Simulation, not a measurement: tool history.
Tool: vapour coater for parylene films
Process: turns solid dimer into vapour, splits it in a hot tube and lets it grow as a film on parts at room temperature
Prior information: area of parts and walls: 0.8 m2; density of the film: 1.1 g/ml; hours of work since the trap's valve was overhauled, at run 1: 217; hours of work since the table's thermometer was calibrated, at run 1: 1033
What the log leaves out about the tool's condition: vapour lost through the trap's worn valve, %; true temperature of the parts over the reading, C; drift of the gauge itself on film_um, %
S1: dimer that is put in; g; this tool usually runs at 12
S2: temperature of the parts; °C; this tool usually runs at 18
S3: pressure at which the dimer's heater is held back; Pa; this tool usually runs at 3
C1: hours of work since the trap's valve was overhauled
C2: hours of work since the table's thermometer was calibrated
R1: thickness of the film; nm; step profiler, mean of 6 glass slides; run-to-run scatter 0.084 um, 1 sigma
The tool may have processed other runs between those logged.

Run 1, day 0: usual settings; C1 217; C2 1033. Result: R1 10530 nm.
Run 2, day 1.05: usual settings; C1 238; C2 1054. Result: R1 10760 nm.
Run 3, day 2.267: usual settings; C1 261; C2 1077. Result: R1 10450 nm.
Run 4, day 3.217: usual settings; C1 280; C2 1096. Result: R1 10350 nm.
Run 5, day 4.162: usual settings; C1 298; C2 1114. Result: R1 10440 nm.
Run 6, day 5.533: usual settings; C1 325; C2 1141. Result: R1 10400 nm.
Run 7, day 6.562: usual settings; C1 345; C2 1160. Result: R1 10270 nm.
Run 8, day 7.292: usual settings but S1 11 g; C1 359; C2 1175. Result: R1 9440 nm.
Run 9, day 8.1: usual settings but S1 11 g; C1 374; C2 1190. Result: R1 9350 nm.
At day 9.254: trap's valve overhauled.
Run 10, day 9.642: usual settings but S3 2.92 Pa; C1 8; C2 1217. Result: R1 11100 nm.
Run 11, day 10.779: usual settings but S3 2.92 Pa; C1 30; C2 1239. Result: R1 11270 nm.
Run 12, day 12.012: usual settings; C1 54; C2 1263. Result: R1 11150 nm.
Run 13, day 13.571: usual settings but S1 14 g; C1 84; C2 1293. Result: R1 12770 nm.
Run 14, day 14.433: usual settings but S1 14 g; C1 100; C2 1310. Result: R1 12640 nm.
Run 15, day 15.746: usual settings but S1 14 g; C1 126; C2 1335. Result: R1 12680 nm.
Run 16, day 16.579: usual settings but S1 14 g; C1 142; C2 1351. Result: R1 12630 nm.
Run 17, day 18.058: usual settings; C1 171; C2 1380. Result: R1 10720 nm.
Run 18, day 19.592: usual settings; C1 200; C2 1410. Result: R1 10620 nm.
Run 19, day 21.142: usual settings but S2 23 °C; C1 231; C2 1440. Result: R1 9300 nm.
Run 20, day 22.512: usual settings but S2 23 °C; C1 257; C2 1467. Result: R1 9210 nm.
Run 21, day 23.254: usual settings but S1 21 g; C1 271; C2 1481. Result: R1 18630 nm.
Run 22, day 24.546: usual settings but S2 10 °C; C1 296; C2 1506. Result: R1 12300 nm.
Run 23, day 25.625: usual settings but S2 10 °C; C1 317; C2 1527. Result: R1 12370 nm.
Run 24, day 26.896: usual settings but S2 10 °C; C1 342; C2 1551. Result: R1 12190 nm.
Run 25, day 27.888: usual settings but S1 10 g, S2 29 °C, S3 5.68 Pa; C1 361; C2 1571. Result: R1 6240 nm.
Run 26, day 29.033: usual settings but S1 11 g, S2 22 °C, S3 5.68 Pa; C1 384; C2 1593. Result: R1 8100 nm.
At day 29.667: trap's valve overhauled.
Run 27, day 30.079: usual settings but S1 11 g, S2 22 °C, S3 5.68 Pa; C1 8; C2 1610. Result: R1 9000 nm.
Run 28, day 31.062: usual settings but S1 9 g, S2 17 °C, S3 3.1 Pa; C1 27; C2 1629. Result: R1 8600 nm.
At day 31.217: table's thermometer calibrated.
Run 29, day 32.4: usual settings but S1 13 g, S2 26 °C, S3 3.1 Pa; C1 52; C2 23. Result: R1 9370 nm.
Run 30, day 33.288: usual settings but S1 6 g, S3 10.02 Pa; C1 69; C2 40. Result: R1 5110 nm.
Run 31, day 34.862: usual settings but S1 17 g; C1 100; C2 71. Result: R1 14890 nm.
Run 32, day 35.929: usual settings but S1 17 g; C1 121; C2 91. Result: R1 15070 nm.
Run 33, day 37.388: usual settings but S1 8 g; C1 149; C2 120. Result: R1 6900 nm.
Run 34, day 38.792: usual settings but S1 8 g; C1 176; C2 147. Result: R1 7020 nm.
Run 35, day 39.8: usual settings but S1 8 g; C1 196; C2 166. Result: R1 6880 nm.
Run 36, day 41.083: usual settings but S1 8 g; C1 221; C2 191. Result: R1 6900 nm.
Run 37, day 41.942: usual settings but S1 16 g, S2 12 °C; C1 237; C2 208. Result: R1 15960 nm.
Run 38, day 43.188: usual settings but S2 11 °C, S3 7.18 Pa; C1 261; C2 232. Result: R1 11720 nm.
Run 39, day 43.9: usual settings but S2 14 °C, S3 5.91 Pa; C1 275; C2 246. Result: R1 10940 nm.
Run 40, day 44.938: usual settings but S2 21 °C, S3 8.45 Pa; C1 295; C2 266. Result: R1 8840 nm.
Run 41, day 46.329: usual settings but S2 21 °C, S3 8.45 Pa; C1 322; C2 293. Result: R1 8780 nm.
Run 42, day 47.588: usual settings but S2 19 °C, S3 5.93 Pa; C1 347; C2 317. Result: R1 9340 nm.
Run 43, day 48.412: usual settings but S1 6 g, S2 13 °C, S3 3.78 Pa; C1 363; C2 333. Result: R1 5750 nm.
Run 44, day 49.3: usual settings but S1 6 g, S2 13 °C, S3 3.78 Pa; C1 380; C2 351. Result: R1 5610 nm.
At day 50.188: trap's valve overhauled.
Run 45, day 50.717: usual settings but S1 6 g, S2 13 °C, S3 3.78 Pa; C1 10; C2 375. Result: R1 6200 nm.
Run 46, day 51.767: usual settings but S1 6 g, S2 13 °C, S3 3.78 Pa; C1 31; C2 395. Result: R1 6160 nm.

What if the next run were any one of these 4? Each begins from the tool's condition after run 46:
Run A, day 53.254: usual settings but S1 5 g, S2 14 °C, S3 3.4 Pa; C1 59; C2 424. Result: R1 ?.
Run B, day 53.254: usual settings but S1 8 g, S2 13 °C, S3 3.78 Pa; C1 59; C2 424. Result: R1 ?.
Run C, day 53.254: usual settings but S2 11 °C; C1 59; C2 424. Result: R1 ?.
Run D, day 53.254: usual settings but S1 10 g, S2 28 °C, S3 7.85 Pa; C1 59; C2 424. Result: R1 ?.

run     R1
  A   5010
  B   8260
  C  13220
  D   6560
Take away the tool's hidden state, keep each run's random variation, and the runs would have read:
run     R1
  A   5040
  B   8290
  C  13330
  D   6590

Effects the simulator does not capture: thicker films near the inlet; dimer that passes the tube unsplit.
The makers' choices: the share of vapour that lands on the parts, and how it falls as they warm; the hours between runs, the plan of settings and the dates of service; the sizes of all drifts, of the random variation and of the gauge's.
